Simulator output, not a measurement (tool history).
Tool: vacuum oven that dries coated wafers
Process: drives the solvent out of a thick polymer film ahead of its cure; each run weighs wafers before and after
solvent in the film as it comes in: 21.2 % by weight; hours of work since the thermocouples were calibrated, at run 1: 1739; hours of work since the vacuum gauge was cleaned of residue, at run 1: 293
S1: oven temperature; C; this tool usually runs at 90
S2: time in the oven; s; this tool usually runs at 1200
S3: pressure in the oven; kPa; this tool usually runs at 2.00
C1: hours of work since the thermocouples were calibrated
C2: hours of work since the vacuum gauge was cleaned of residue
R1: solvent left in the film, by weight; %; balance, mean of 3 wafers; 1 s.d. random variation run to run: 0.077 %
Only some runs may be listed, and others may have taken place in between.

run 1 day=0.000 | S1=90 S2=1200 S3=2.00 | C1=1739 C2=293 | R1=7.41
run 2 day=0.642 | S1=90 S2=2040 S3=2.00 | C1=1747 C2=302 | R1=5.09
run 3 day=1.512 | S1=90 S2=2040 S3=2.00 | C1=1759 C2=313 | R1=5.19
run 4 day=2.579 | S1=90 S2=2040 S3=2.00 | C1=1772 C2=326 | R1=5.18
-- day=2.971 oven's thermocouples calibrated
run 5 day=3.204 | S1=90 S2=2040 S3=2.00 | C1=3 C2=333 | R1=4.25
run 6 day=3.854 | S1=90 S2=2040 S3=2.00 | C1=11 C2=341 | R1=4.17
run 7 day=4.783 | S1=90 S2=1200 S3=2.84 | C1=23 C2=353 | R1=7.22
run 8 day=5.792 | S1=90 S2=1080 S3=2.84 | C1=36 C2=366 | R1=7.63
run 9 day=6.854 | S1=90 S2=1080 S3=2.84 | C1=49 C2=379 | R1=7.57
run 10 day=7.579 | S1=93 S2=1020 S3=2.44 | C1=58 C2=388 | R1=6.30
run 11 day=8.183 | S1=90 S2=1200 S3=1.34 | C1=66 C2=396 | R1=5.19
run 12 day=8.729 | S1=83 S2=720 S3=4.60 | C1=73 C2=403 | R1=14.89
run 13 day=9.188 | S1=84 S2=1800 S3=2.66 | C1=79 C2=409 | R1=7.85
run 14 day=9.971 | S1=100 S2=840 S3=2.00 | C1=89 C2=419 | R1=4.15
run 15 day=11.025 | S1=76 S2=1200 S3=1.02 | C1=102 C2=432 | R1=10.56
run 16 day=11.938 | S1=82 S2=1800 S3=1.02 | C1=114 C2=444 | R1=5.79
run 17 day=12.933 | S1=82 S2=1800 S3=1.02 | C1=126 C2=456 | R1=5.87

Below are 5 alternative next runs, each starting from the tool's condition after run 17. Predict each:
run A day=13.417 | S1=93 S2=1800 S3=1.02 | C1=132 C2=462 | R1=?
run B day=13.417 | S1=91 S2=1800 S3=2.39 | C1=132 C2=462 | R1=?
run C day=13.417 | S1=102 S2=960 S3=1.34 | C1=132 C2=462 | R1=?
run D day=13.417 | S1=89 S2=1980 S3=2.45 | C1=132 C2=462 | R1=?
run E day=13.417 | S1=82 S2=1320 S3=1.02 | C1=132 C2=462 | R1=?

run=A R1=2.50
run=B R1=4.89
run=C R1=2.52
run=D R1=5.40
run=E R1=7.60
Had the tool no hidden state, the same runs would have come out as:
run=A R1=2.26
run=B R1=4.64
run=C R1=2.35
run=D R1=5.12
run=E R1=7.31
